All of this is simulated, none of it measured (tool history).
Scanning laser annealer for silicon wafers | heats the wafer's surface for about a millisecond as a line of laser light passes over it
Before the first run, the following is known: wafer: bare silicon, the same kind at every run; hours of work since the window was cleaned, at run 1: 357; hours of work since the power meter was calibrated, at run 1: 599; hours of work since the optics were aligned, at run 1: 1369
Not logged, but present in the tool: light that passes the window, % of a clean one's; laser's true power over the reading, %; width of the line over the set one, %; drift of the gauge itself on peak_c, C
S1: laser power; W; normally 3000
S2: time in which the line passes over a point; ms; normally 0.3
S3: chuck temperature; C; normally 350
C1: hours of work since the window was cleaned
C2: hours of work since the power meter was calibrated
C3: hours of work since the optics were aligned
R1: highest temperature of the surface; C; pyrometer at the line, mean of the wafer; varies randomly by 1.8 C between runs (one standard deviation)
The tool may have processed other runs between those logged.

| run | hour | S1 | S2 | S3 | C1 | C2 | C3 | R1 |
|---|---|---|---|---|---|---|---|---|
| 1 | 0 | 3000 | 0.3 | 350 | 357 | 599 | 1369 | 1029 |
| 2 | 16 | 3000 | 0.3 | 350 | 366 | 608 | 1378 | 1026 |
| 3 | 47.1 | 3000 | 0.3 | 350 | 383 | 626 | 1395 | 1027 |
| 4 | 63.8 | 3000 | 0.3 | 350 | 392 | 635 | 1405 | 1026 |
| 5 | 93.4 | 3000 | 0.3 | 350 | 409 | 652 | 1421 | 1023 |
| 6 | 112.9 | 3000 | 0.3 | 350 | 420 | 663 | 1432 | 1024 |
| 7 | 137.4 | 3000 | 0.3 | 359 | 434 | 676 | 1446 | 1032 |
| 8 | 154.7 | 3000 | 0.32 | 350 | 444 | 686 | 1456 | 1047 |
| 9 | 178.9 | 3000 | 0.3 | 350 | 457 | 700 | 1469 | 1019 |
| 10 | 209 | 3000 | 0.3 | 350 | 474 | 717 | 1486 | 1021 |
| 11 | 234.8 | 3000 | 0.3 | 350 | 489 | 731 | 1501 | 1017 |
| 12 | 248.1 | 3000 | 0.248 | 350 | 496 | 739 | 1508 | 959 |
| 13 | 264.3 | 3000 | 0.248 | 350 | 505 | 748 | 1517 | 958 |
| 14 | 284.3 | 3000 | 0.248 | 350 | 517 | 759 | 1529 | 956 |
| 15 | 313.8 | 3000 | 0.248 | 350 | 533 | 776 | 1545 | 953 |
| 16 | 340.9 | 3000 | 0.322 | 369 | 548 | 791 | 1560 | 1058 |
|  | 349.6 | window over the wafer cleaned |
| 17 | 367.9 | 2658 | 0.295 | 376 | 10 | 805 | 1575 | 969 |
| 18 | 382.4 | 3077 | 0.295 | 376 | 18 | 813 | 1583 | 1081 |
| 19 | 397.5 | 2946 | 0.211 | 338 | 27 | 822 | 1591 | 902 |
| 20 | 410.4 | 3069 | 0.211 | 338 | 34 | 829 | 1598 | 931 |
|  | 423.1 | optics aligned, line set to its width |
| 21 | 429.1 | 3000 | 0.302 | 319 | 42 | 837 | 3 | 1024 |
| 22 | 443.2 | 2825 | 0.24 | 334 | 50 | 845 | 11 | 920 |
| 23 | 463.8 | 2612 | 0.225 | 361 | 61 | 856 | 23 | 878 |
| 24 | 492.3 | 2612 | 0.225 | 361 | 77 | 872 | 39 | 881 |
| 25 | 516.6 | 3123 | 0.249 | 326 | 91 | 886 | 53 | 991 |

Here are 4 independent what-if runs from the current tool condition. What would each one return?
| A | 529.9 | 3000 | 0.3 | 350 | 99 | 893 | 60 | ? |
| B | 529.9 | 2923 | 0.297 | 337 | 99 | 893 | 60 | ? |
| C | 529.9 | 3000 | 0.335 | 350 | 99 | 893 | 60 | ? |
| D | 529.9 | 3254 | 0.3 | 350 | 99 | 893 | 60 | ? |

| run | R1 |
|---|---|
| A | 1050 |
| B | 1017 |
| C | 1091 |
| D | 1118 |
Without the tool's unlogged condition, the same runs would have read:
| run | R1 |
|---|---|
| A | 1057 |
| B | 1024 |
| C | 1098 |
| D | 1126 |

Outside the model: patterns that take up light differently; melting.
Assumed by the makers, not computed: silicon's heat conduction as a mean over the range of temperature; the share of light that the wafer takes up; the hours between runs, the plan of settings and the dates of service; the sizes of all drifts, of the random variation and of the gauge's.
